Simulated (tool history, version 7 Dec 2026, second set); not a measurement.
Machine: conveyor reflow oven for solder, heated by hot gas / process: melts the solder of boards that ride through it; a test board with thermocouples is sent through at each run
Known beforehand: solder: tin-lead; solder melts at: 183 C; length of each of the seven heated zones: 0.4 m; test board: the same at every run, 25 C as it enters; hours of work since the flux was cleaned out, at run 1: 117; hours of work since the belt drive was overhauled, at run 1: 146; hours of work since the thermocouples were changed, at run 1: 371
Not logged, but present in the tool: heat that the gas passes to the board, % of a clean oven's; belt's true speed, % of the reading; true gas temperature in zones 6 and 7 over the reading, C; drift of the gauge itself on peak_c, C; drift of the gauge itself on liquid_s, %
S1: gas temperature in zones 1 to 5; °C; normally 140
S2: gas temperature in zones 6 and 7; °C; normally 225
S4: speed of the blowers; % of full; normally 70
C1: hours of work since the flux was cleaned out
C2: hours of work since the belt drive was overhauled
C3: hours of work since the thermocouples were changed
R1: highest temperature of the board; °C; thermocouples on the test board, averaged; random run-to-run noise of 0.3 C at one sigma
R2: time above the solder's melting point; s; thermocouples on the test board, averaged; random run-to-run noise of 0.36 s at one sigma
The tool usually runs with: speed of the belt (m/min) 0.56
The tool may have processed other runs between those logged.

run 1 hour=0 | S1=140 S2=225 speed_of_the_belt_(m/min)=0.56 S4=70 | C1=117 C2=146 C3=371 | R1=207.1 R2=53.4
run 2 hour=29 | S1=140 S2=225 speed_of_the_belt_(m/min)=0.56 S4=70 | C1=138 C2=167 C3=391 | R1=206.6 R2=53.7
-- hour=68.6 flux residue cleaned out of gas plates and filters
run 3 hour=77.6 | S1=140 S2=225 speed_of_the_belt_(m/min)=0.56 S4=70 | C1=6 C2=198 C3=423 | R1=205.6 R2=51.6
run 4 hour=115.8 | S1=140 S2=225 speed_of_the_belt_(m/min)=0.56 S4=70 | C1=34 C2=225 C3=450 | R1=205 R2=51.2
run 5 hour=152 | S1=140 S2=225 speed_of_the_belt_(m/min)=0.56 S4=70 | C1=60 C2=251 C3=476 | R1=204.9 R2=50.4
run 6 hour=176.6 | S1=140 S2=225 speed_of_the_belt_(m/min)=0.56 S4=70 | C1=77 C2=269 C3=493 | R1=204.8 R2=51.3
-- hour=205.5 flux residue cleaned out of gas plates and filters, once more
run 7 hour=214.5 | S1=140 S2=225 speed_of_the_belt_(m/min)=0.56 S4=70 | C1=6 C2=292 C3=517 | R1=206.9 R2=54.6
run 8 hour=247.3 | S1=140 S2=225 speed_of_the_belt_(m/min)=0.56 S4=70 | C1=30 C2=316 C3=540 | R1=207.1 R2=54.5
run 9 hour=278 | S1=140 S2=225 speed_of_the_belt_(m/min)=0.56 S4=70 | C1=52 C2=338 C3=562 | R1=206.8 R2=54.4
run 10 hour=308 | S1=140 S2=225 speed_of_the_belt_(m/min)=0.56 S4=70 | C1=73 C2=359 C3=584 | R1=206.4 R2=54.1
run 11 hour=339.7 | S1=140 S2=225 speed_of_the_belt_(m/min)=0.465 S4=70 | C1=96 C2=382 C3=606 | R1=211.1 R2=74.1
run 12 hour=364.8 | S1=140 S2=225 speed_of_the_belt_(m/min)=0.465 S4=70 | C1=114 C2=400 C3=624 | R1=211.4 R2=73.9
run 13 hour=401.2 | S1=140 S2=225 speed_of_the_belt_(m/min)=0.465 S4=70 | C1=140 C2=426 C3=650 | R1=210.6 R2=72.7
-- hour=436 flux residue cleaned out of gas plates and filters
-- hour=443.5 thermocouples of zones 6 and 7 changed
run 14 hour=443.5 | S1=140 S2=235 speed_of_the_belt_(m/min)=0.56 S4=70 | C1=4 C2=451 C3=0 | R1=216.6 R2=64
run 15 hour=466.8 | S1=140 S2=225 speed_of_the_belt_(m/min)=0.596 S4=70 | C1=21 C2=468 C3=17 | R1=205.2 R2=49.4
run 16 hour=510.4 | S1=136 S2=225 speed_of_the_belt_(m/min)=0.56 S4=89 | C1=52 C2=499 C3=48 | R1=210.6 R2=57.9
run 17 hour=548.4 | S1=136 S2=225 speed_of_the_belt_(m/min)=0.651 S4=89 | C1=79 C2=526 C3=75 | R1=205.8 R2=44.3
run 18 hour=589.9 | S1=136 S2=225 speed_of_the_belt_(m/min)=0.651 S4=89 | C1=109 C2=556 C3=105 | R1=205.5 R2=42.8
run 19 hour=617.8 | S1=136 S2=228 speed_of_the_belt_(m/min)=0.617 S4=76 | C1=128 C2=576 C3=125 | R1=206.8 R2=47
run 20 hour=643.7 | S1=140 S2=225 speed_of_the_belt_(m/min)=0.56 S4=58 | C1=147 C2=594 C3=143 | R1=202.6 R2=48.5
-- hour=668.9 flux residue cleaned out of gas plates and filters
run 21 hour=691.1 | S1=140 S2=225 speed_of_the_belt_(m/min)=0.56 S4=58 | C1=16 C2=624 C3=173 | R1=203.8 R2=50.2
run 22 hour=736.1 | S1=140 S2=225 speed_of_the_belt_(m/min)=0.56 S4=58 | C1=48 C2=657 C3=206 | R1=203.6 R2=49.9
run 23 hour=771.6 | S1=126 S2=234 speed_of_the_belt_(m/min)=0.517 S4=59 | C1=73 C2=682 C3=231 | R1=211.2 R2=58.3
run 24 hour=815 | S1=132 S2=224 speed_of_the_belt_(m/min)=0.56 S4=70 | C1=104 C2=713 C3=262 | R1=204.4 R2=47.8
run 25 hour=849.3 | S1=132 S2=224 speed_of_the_belt_(m/min)=0.56 S4=70 | C1=129 C2=738 C3=286 | R1=204.3 R2=47
run 26 hour=870.7 | S1=144 S2=229 speed_of_the_belt_(m/min)=0.585 S4=57 | C1=144 C2=753 C3=302 | R1=204.8 R2=49.5
-- hour=899.7 flux residue cleaned out of gas plates and filters
run 27 hour=924.3 | S1=140 S2=225 speed_of_the_belt_(m/min)=0.504 S4=70 | C1=18 C2=788 C3=336 | R1=210 R2=65.4
-- hour=948.4 belt drive overhauled, speed set with a stopwatch
run 28 hour=973.1 | S1=141 S2=225 speed_of_the_belt_(m/min)=0.56 S4=69 | C1=50 C2=18 C3=368 | R1=206.3 R2=53.8
run 29 hour=1023 | S1=146 S2=232 speed_of_the_belt_(m/min)=0.495 S4=70 | C1=85 C2=53 C3=404 | R1=216.9 R2=76.2

5 ways to go on from here, each from the tool as it stands after run 29. What would each give?
run A hour=1059.7 | S1=146 S2=224 speed_of_the_belt_(m/min)=0.655 S4=87 | C1=111 C2=80 C3=430 | R1=? R2=?
run B hour=1059.7 | S1=140 S2=215 speed_of_the_belt_(m/min)=0.56 S4=86 | C1=111 C2=80 C3=430 | R1=? R2=?
run C hour=1059.7 | S1=146 S2=232 speed_of_the_belt_(m/min)=0.587 S4=70 | C1=111 C2=80 C3=430 | R1=? R2=?
run D hour=1059.7 | S1=139 S2=232 speed_of_the_belt_(m/min)=0.495 S4=70 | C1=111 C2=80 C3=430 | R1=? R2=?
run E hour=1059.7 | S1=135 S2=232 speed_of_the_belt_(m/min)=0.483 S4=69 | C1=111 C2=80 C3=430 | R1=? R2=?

run=A R1=204.4 R2=46
run=B R1=200.2 R2=46.3
run=C R1=211.3 R2=57.9
run=D R1=215.1 R2=71.4
run=E R1=214.7 R2=71.4
What these runs would have given with no unlogged condition in the tool:
run=A R1=207.8 R2=49.7
run=B R1=203.4 R2=51.2
run=C R1=214.5 R2=61.2
run=D R1=218.3 R2=74.6
run=E R1=218 R2=74.8
